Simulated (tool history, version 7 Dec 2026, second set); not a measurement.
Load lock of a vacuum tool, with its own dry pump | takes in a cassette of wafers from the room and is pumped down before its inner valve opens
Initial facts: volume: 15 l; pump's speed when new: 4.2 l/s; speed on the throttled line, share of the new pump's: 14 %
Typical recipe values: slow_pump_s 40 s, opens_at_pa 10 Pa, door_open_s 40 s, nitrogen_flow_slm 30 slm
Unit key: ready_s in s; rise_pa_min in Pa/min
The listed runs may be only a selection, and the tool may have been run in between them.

run	day	slow_pump_s	opens_at_pa	door_open_s	nitrogen_flow_slm	incoming humidity of the room's air, %	ready_s	rise_pa_min
1	0	40	10	40	30	42.8	69.9	0.048
2	4.908	40	10	40	30	46	70.6	0.055
3	11.375	69	10	40	30	43.9	95.3	0.052
4	23	69	10	40	30	44.1	95.7	0.059
5	28.125	69	10	40	30	47.2	95.1	0.058
6	33.212	69	10	40	30	46	94.9	0.066
7	39.175	69	10	40	30	44.9	94.5	0.069
8	51.167	40	10	40	30	45.1	70.9	0.068
9	56.662	40	10	40	30	44.6	71	0.068
10	66.546	51	10	40	30	47.1	80.5	0.068
11	75.362	52	10	40	30	43.6	81	0.068
12	85.929	52	15	40	30	45.3	80.4	0.079
13	94.517	52	15	40	12	45.8	79.6	0.105
14	106.121	52	15	40	12	45	79.9	0.099
15	111.971	52	15	40	35	43.5	80.3	0.086
16	117.617	52	15	40	35	47.9	79.4	0.094
17	126.596	40	10	40	30	46	72.7	0.094
18	138.125	40	10	40	6	43.9	72.1	0.13
19	145.442	40	10	40	6	47.2	71.7	0.13
20	150.392	53	8	40	11	46.3	84.8	0.13
21	159.983	50	15	187	36	43.1	79.2	0.145
22	171.65	40	16	149	30	45.5	70.4	0.15
23	179.921	40	10	149	30	44.9	72.1	0.15
24	187.462	40	10	149	30	39.8	73.8	0.151
25	193.879	67	10	149	6	44.9	95.2	0.238
26	205.462	67	10	87	18	45.6	95.2	0.161
27	215.588	62	8	40	30	44.5	92.1	0.129
28	223.842	40	10	102	30	46.7	72.4	0.156
29	231.888	47	10	120	28	45.5	78.4	0.172
30	241.629	47	10	120	28	47.2	79.7	0.177
31	247.542	23	9	136	28	43.8	60.7	0.175
32	256.883	23	9	136	28	47.7	59.8	0.188
33	264.488	34	12	56	4	43.5	68.3	0.202

What does the tool deliver on the next run?
34	269.592	40	14	68	16	44.6	?	?

{"run 34": {"ready_s": 72.1, "rise_pa_min": 0.185}}
Were there no unlogged condition in the tool, this run, its random variation unchanged, would have produced ready_s 65.9 s, rise_pa_min 0.059 Pa/min.
